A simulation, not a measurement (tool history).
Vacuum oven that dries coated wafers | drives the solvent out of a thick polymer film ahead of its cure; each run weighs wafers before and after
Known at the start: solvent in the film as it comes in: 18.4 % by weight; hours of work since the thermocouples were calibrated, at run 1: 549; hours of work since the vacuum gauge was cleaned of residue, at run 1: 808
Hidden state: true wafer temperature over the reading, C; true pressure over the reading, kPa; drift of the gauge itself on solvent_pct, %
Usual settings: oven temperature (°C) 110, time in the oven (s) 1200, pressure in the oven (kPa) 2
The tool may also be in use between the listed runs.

| run | hour | oven temperature (°C) | time in the oven (s) | pressure in the oven (kPa) | hours of work since the thermocouples were calibrated | hours of work since the vacuum gauge was cleaned of residue | solvent left in the film (%) |
|---|---|---|---|---|---|---|---|
| 1 | 0 | 110 | 1200 | 2 | 549 | 808 | 1.65 |
| 2 | 44.1 | 110 | 780 | 2 | 578 | 837 | 3.25 |
| 3 | 108 | 110 | 780 | 2.88 | 620 | 879 | 3.53 |
| 4 | 175.3 | 110 | 780 | 2.88 | 665 | 924 | 3.35 |
| 5 | 227.2 | 110 | 780 | 2.88 | 699 | 958 | 3.4 |
| 6 | 293.3 | 110 | 780 | 2.88 | 743 | 1002 | 3.53 |
| 7 | 336.8 | 110 | 1200 | 2.45 | 772 | 1031 | 1.73 |
| 8 | 401.4 | 110 | 1200 | 2.45 | 815 | 1074 | 1.64 |
| 9 | 434 | 110 | 1200 | 2.45 | 836 | 1095 | 1.8 |
| 10 | 501 | 110 | 1200 | 2.45 | 880 | 1140 | 1.68 |
| 11 | 546.9 | 110 | 1200 | 2 | 911 | 1170 | 1.57 |
| 12 | 583.7 | 110 | 1200 | 2 | 935 | 1194 | 1.61 |
| 13 | 626.8 | 110 | 1200 | 2 | 964 | 1223 | 1.47 |
|  | 689.7 | vacuum gauge cleaned of residue and calibrated |
| 14 | 689.9 | 110 | 1200 | 2 | 1004 | 0 | 1.47 |
| 15 | 733 | 110 | 1200 | 2 | 1033 | 29 | 1.37 |
|  | 740.5 | oven's thermocouples calibrated |
| 16 | 791.3 | 110 | 1200 | 2 | 34 | 66 | 1.43 |
| 17 | 834.2 | 110 | 1200 | 5.89 | 62 | 94 | 2.44 |
| 18 | 886.9 | 110 | 1260 | 2 | 97 | 129 | 1.31 |
| 19 | 937.7 | 110 | 1260 | 2 | 130 | 163 | 1.35 |
| 20 | 977.3 | 110 | 720 | 2 | 157 | 189 | 3.3 |
| 21 | 1030 | 117 | 900 | 7.19 | 192 | 224 | 2.35 |
| 22 | 1092.5 | 110 | 1200 | 2.69 | 233 | 265 | 1.67 |
| 23 | 1139.9 | 110 | 1080 | 1.18 | 264 | 297 | 1.4 |
|  | 1148.1 | oven's thermocouples calibrated, once more |
| 24 | 1193.6 | 118 | 780 | 2.02 | 30 | 331 | 1.93 |
| 25 | 1225.4 | 106 | 780 | 2.02 | 51 | 352 | 4.12 |
| 26 | 1288.8 | 107 | 1260 | 2.02 | 93 | 394 | 2.04 |
| 27 | 1318 | 107 | 1260 | 2.02 | 112 | 413 | 1.97 |
| 28 | 1383.4 | 107 | 1260 | 2.02 | 156 | 456 | 1.98 |
| 29 | 1414.7 | 104 | 1440 | 1.49 | 176 | 477 | 1.77 |
| 30 | 1463.4 | 104 | 1740 | 3.23 | 209 | 509 | 1.98 |
| 31 | 1499.7 | 106 | 1200 | 1.6 | 233 | 533 | 2.08 |
| 32 | 1551.3 | 110 | 1440 | 5.29 | 267 | 567 | 2.1 |
| 33 | 1617.2 | 107 | 1380 | 1.4 | 310 | 611 | 1.44 |

3 ways to go on from here, each from the tool as it stands after run 33. What would each give?
| A | 1658 | 107 | 1080 | 1.48 | 337 | 638 | ? |
| B | 1658 | 107 | 1500 | 1.4 | 337 | 638 | ? |
| C | 1658 | 108 | 1680 | 1.4 | 337 | 638 | ? |

| run | solvent left in the film (%) |
|---|---|
| A | 2.29 |
| B | 1.33 |
| C | 0.92 |
Without the tool's hidden state the same runs would have given:
| run | solvent left in the film (%) |
|---|---|
| A | 2.39 |
| B | 1.39 |
| C | 0.96 |
